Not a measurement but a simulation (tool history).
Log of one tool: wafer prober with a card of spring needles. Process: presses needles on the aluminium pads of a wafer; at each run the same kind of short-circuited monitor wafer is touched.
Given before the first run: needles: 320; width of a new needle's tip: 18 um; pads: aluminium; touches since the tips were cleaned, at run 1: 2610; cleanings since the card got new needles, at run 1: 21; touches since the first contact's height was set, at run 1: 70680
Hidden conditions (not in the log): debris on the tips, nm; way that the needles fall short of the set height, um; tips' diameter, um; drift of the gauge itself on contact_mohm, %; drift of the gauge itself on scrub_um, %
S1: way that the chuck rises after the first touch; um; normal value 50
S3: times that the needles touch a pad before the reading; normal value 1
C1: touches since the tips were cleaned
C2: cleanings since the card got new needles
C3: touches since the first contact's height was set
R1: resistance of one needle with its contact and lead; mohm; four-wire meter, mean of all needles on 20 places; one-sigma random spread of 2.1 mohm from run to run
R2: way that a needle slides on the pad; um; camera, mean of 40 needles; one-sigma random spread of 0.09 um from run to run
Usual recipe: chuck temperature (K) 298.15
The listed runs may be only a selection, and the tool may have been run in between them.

Run 1, day 0.000: usual settings; C1 2610; C2 21; C3 70680. Result: R1 311 mohm, R2 10.86 um.
At day 0.050: tips cleaned on abrasive film.
Run 2, day 0.412: usual settings; C1 2432; C2 22; C3 73411. Result: R1 380 mohm, R2 10.45 um.
At day 0.479: tips cleaned on abrasive film.
At day 0.892: tips cleaned on abrasive film.
Run 3, day 0.912: usual settings; C1 148; C2 24; C3 76707. Result: R1 251 mohm, R2 10.66 um.
At day 1.342: tips cleaned on abrasive film.
Run 4, day 1.683: usual settings; C1 2294; C2 25; C3 81838. Result: R1 325 mohm, R2 10.51 um.
At day 1.746: tips cleaned on abrasive film.
Run 5, day 2.075: usual settings but S3 2; C1 2210; C2 26; C3 84432. Result: R1 284 mohm, R2 10.47 um.
At day 2.204: tips cleaned on abrasive film.
Run 6, day 2.471: usual settings but S1 54 um; C1 1795; C2 27; C3 87049. Result: R1 301 mohm, R2 11.30 um.
At day 2.642: tips cleaned on abrasive film.
Run 7, day 2.842: usual settings; C1 1350; C2 28; C3 89513. Result: R1 297 mohm, R2 10.44 um.
At day 3.071: tips cleaned on abrasive film.
Run 8, day 3.221: usual settings; C1 1012; C2 29; C3 92028. Result: R1 280 mohm, R2 10.49 um.
At day 3.525: tips cleaned on abrasive film.
Run 9, day 3.658: usual settings but chuck temperature (K) 311.15; C1 899; C2 30; C3 94910. Result: R1 281 mohm, R2 10.42 um.
At day 3.767: tips cleaned on abrasive film, once more.
At day 4.175: tips cleaned on abrasive film.
Run 10, day 4.421: usual settings; C1 1626; C2 32; C3 99959. Result: R1 307 mohm, R2 10.32 um.
At day 4.583: tips cleaned on abrasive film.
At day 5.017: tips cleaned on abrasive film.
Run 11, day 5.092: usual settings but S1 64 um, chuck temperature (K) 361.15, S3 3; C1 507; C2 34; C3 104413. Result: R1 253 mohm, R2 13.47 um.
At day 5.425: tips cleaned on abrasive film.
Run 12, day 5.600: usual settings but S1 64 um, chuck temperature (K) 393.15; C1 1173; C2 35; C3 107774. Result: R1 285 mohm, R2 13.37 um.
At day 5.862: tips cleaned on abrasive film.
Run 13, day 6.025: usual settings but S1 64 um, chuck temperature (K) 393.15; C1 1085; C2 36; C3 110582. Result: R1 283 mohm, R2 13.46 um.
At day 6.312: tips cleaned on abrasive film.
Run 14, day 6.604: usual settings but S1 40 um, chuck temperature (K) 365.15; C1 1945; C2 37; C3 114432. Result: R1 375 mohm, R2 8.05 um.
At day 6.767: tips cleaned on abrasive film.
Run 15, day 7.067: usual settings but S1 40 um, chuck temperature (K) 365.15; C1 2016; C2 38; C3 117519. Result: R1 386 mohm, R2 8.08 um.
At day 7.183: tips cleaned on abrasive film.
Run 16, day 7.554: usual settings but S1 64 um, chuck temperature (K) 302.15, S3 2; C1 2474; C2 39; C3 120747. Result: R1 271 mohm, R2 13.23 um.
At day 7.600: tips cleaned on abrasive film.
At day 8.029: tips cleaned on abrasive film.
Run 17, day 8.221: usual settings but S1 64 um, chuck temperature (K) 302.15, S3 2; C1 1273; C2 41; C3 125136. Result: R1 256 mohm, R2 13.28 um.
At day 8.446: tips cleaned on abrasive film.
Run 18, day 8.804: usual settings but S1 64 um, chuck temperature (K) 325.15, S3 3; C1 2385; C2 42; C3 129023. Result: R1 258 mohm, R2 13.26 um.
At day 8.858: tips cleaned on abrasive film.
At day 9.258: tips cleaned on abrasive film.
Run 19, day 9.258: usual settings but chuck temperature (K) 394.15, S3 2; C1 0; C2 44; C3 132007. Result: R1 264 mohm, R2 10.18 um.
Run 20, day 9.621: usual settings but S1 33 um, chuck temperature (K) 373.15, S3 2; C1 2426; C2 44; C3 134433. Result: R1 392 mohm, R2 6.38 um.

Describe how what the log doesn't record of the tool's condition differs between the last listed run preceding each entry between runs and the first listed run following it.
From run 1 to run 2: tips cleaned on abrasive film (day 0.050)
  debris on the tips, nm: 71.1 -> 117.5; way that the needles fall short of the set height, um: 1.69 -> 2.77; tips' diameter, um: 18.59 -> 18.97
  measured value less the no-hidden-state value, R1: +84 -> +152 mohm; R2: -0.38 -> -0.62 um
From run 2 to run 3: tips cleaned on abrasive film (day 0.479); tips cleaned on abrasive film (day 0.892)
  debris on the tips, nm: 117.5 -> 13.1; way that the needles fall short of the set height, um: 2.77 -> 2.9; tips' diameter, um: 18.97 -> 19.02
  measured value less the no-hidden-state value, R1: +152 -> +19 mohm; R2: -0.62 -> -0.65 um
From run 3 to run 4: tips cleaned on abrasive film (day 1.342)
  debris on the tips, nm: 13.1 -> 70.8; way that the needles fall short of the set height, um: 2.9 -> 2.98; tips' diameter, um: 19.02 -> 19.05
  measured value less the no-hidden-state value, R1: +19 -> +94 mohm; R2: -0.65 -> -0.67 um
From run 4 to run 5: tips cleaned on abrasive film (day 1.746)
  debris on the tips, nm: 70.8 -> 67.5; way that the needles fall short of the set height, um: 2.98 -> 3.04; tips' diameter, um: 19.05 -> 19.07
  measured value less the no-hidden-state value, R1: +94 -> +55 mohm; R2: -0.67 -> -0.68 um
From run 5 to run 6: tips cleaned on abrasive film (day 2.204)
  debris on the tips, nm: 67.5 -> 62.6; way that the needles fall short of the set height, um: 3.04 -> 3.14; tips' diameter, um: 19.07 -> 19.1
  measured value less the no-hidden-state value, R1: +55 -> +72 mohm; R2: -0.68 -> -0.70 um
From run 6 to run 7: tips cleaned on abrasive film (day 2.642)
  debris on the tips, nm: 62.6 -> 45.5; way that the needles fall short of the set height, um: 3.14 -> 3.22; tips' diameter, um: 19.1 -> 19.13
  measured value less the no-hidden-state value, R1: +72 -> +63 mohm; R2: -0.70 -> -0.72 um
From run 7 to run 8: tips cleaned on abrasive film (day 3.071)
  debris on the tips, nm: 45.5 -> 35.6; way that the needles fall short of the set height, um: 3.22 -> 3.31; tips' diameter, um: 19.13 -> 19.16
  measured value less the no-hidden-state value, R1: +63 -> +49 mohm; R2: -0.72 -> -0.74 um
From run 8 to run 9: tips cleaned on abrasive film (day 3.525)
  debris on the tips, nm: 35.6 -> 34.8; way that the needles fall short of the set height, um: 3.31 -> 3.4; tips' diameter, um: 19.16 -> 19.19
  measured value less the no-hidden-state value, R1: +49 -> +48 mohm; R2: -0.74 -> -0.76 um
From run 9 to run 10: tips cleaned on abrasive film, once more (day 3.767); tips cleaned on abrasive film (day 4.175)
  debris on the tips, nm: 34.8 -> 55.7; way that the needles fall short of the set height, um: 3.4 -> 3.53; tips' diameter, um: 19.19 -> 19.24
  measured value less the no-hidden-state value, R1: +48 -> +77 mohm; R2: -0.76 -> -0.78 um
From run 10 to run 11: tips cleaned on abrasive film (day 4.583); tips cleaned on abrasive film (day 5.017)
  debris on the tips, nm: 55.7 -> 23.3; way that the needles fall short of the set height, um: 3.53 -> 3.7; tips' diameter, um: 19.24 -> 19.3
  measured value less the no-hidden-state value, R1: +77 -> +8 mohm; R2: -0.78 -> -0.83 um
From run 11 to run 12: tips cleaned on abrasive film (day 5.425)
  debris on the tips, nm: 23.3 -> 45.1; way that the needles fall short of the set height, um: 3.7 -> 3.78; tips' diameter, um: 19.3 -> 19.33
  measured value less the no-hidden-state value, R1: +8 -> +34 mohm; R2: -0.83 -> -0.83 um
From run 12 to run 13: tips cleaned on abrasive film (day 5.862)
  debris on the tips, nm: 45.1 -> 41.8; way that the needles fall short of the set height, um: 3.78 -> 3.87; tips' diameter, um: 19.33 -> 19.36
  measured value less the no-hidden-state value, R1: +34 -> +32 mohm; R2: -0.83 -> -0.87 um
From run 13 to run 14: tips cleaned on abrasive film (day 6.312)
  debris on the tips, nm: 41.8 -> 62; way that the needles fall short of the set height, um: 3.87 -> 3.97; tips' diameter, um: 19.36 -> 19.39
  measured value less the no-hidden-state value, R1: +32 -> +126 mohm; R2: -0.87 -> -0.88 um
From run 14 to run 15: tips cleaned on abrasive film (day 6.767)
  debris on the tips, nm: 62 -> 63.3; way that the needles fall short of the set height, um: 3.97 -> 4.08; tips' diameter, um: 19.39 -> 19.43
  measured value less the no-hidden-state value, R1: +126 -> +132 mohm; R2: -0.88 -> -0.91 um
From run 15 to run 16: tips cleaned on abrasive film (day 7.183)
  debris on the tips, nm: 63.3 -> 76.7; way that the needles fall short of the set height, um: 4.08 -> 4.14; tips' diameter, um: 19.43 -> 19.45
  measured value less the no-hidden-state value, R1: +132 -> +42 mohm; R2: -0.91 -> -0.91 um
From run 16 to run 17: tips cleaned on abrasive film (day 7.600); tips cleaned on abrasive film (day 8.029)
  debris on the tips, nm: 76.7 -> 47.7; way that the needles fall short of the set height, um: 4.14 -> 4.29; tips' diameter, um: 19.45 -> 19.5
  measured value less the no-hidden-state value, R1: +42 -> +27 mohm; R2: -0.91 -> -0.96 um
From run 17 to run 18: tips cleaned on abrasive film (day 8.446)
  debris on the tips, nm: 47.7 -> 69.1; way that the needles fall short of the set height, um: 4.29 -> 4.37; tips' diameter, um: 19.5 -> 19.53
  measured value less the no-hidden-state value, R1: +27 -> +23 mohm; R2: -0.96 -> -0.97 um
From run 18 to run 19: tips cleaned on abrasive film (day 8.858); tips cleaned on abrasive film (day 9.258)
  debris on the tips, nm: 69.1 -> 5.3; way that the needles fall short of the set height, um: 4.37 -> 4.54; tips' diameter, um: 19.53 -> 19.59
  measured value less the no-hidden-state value, R1: +23 -> +7 mohm; R2: -0.97 -> -1.03 um
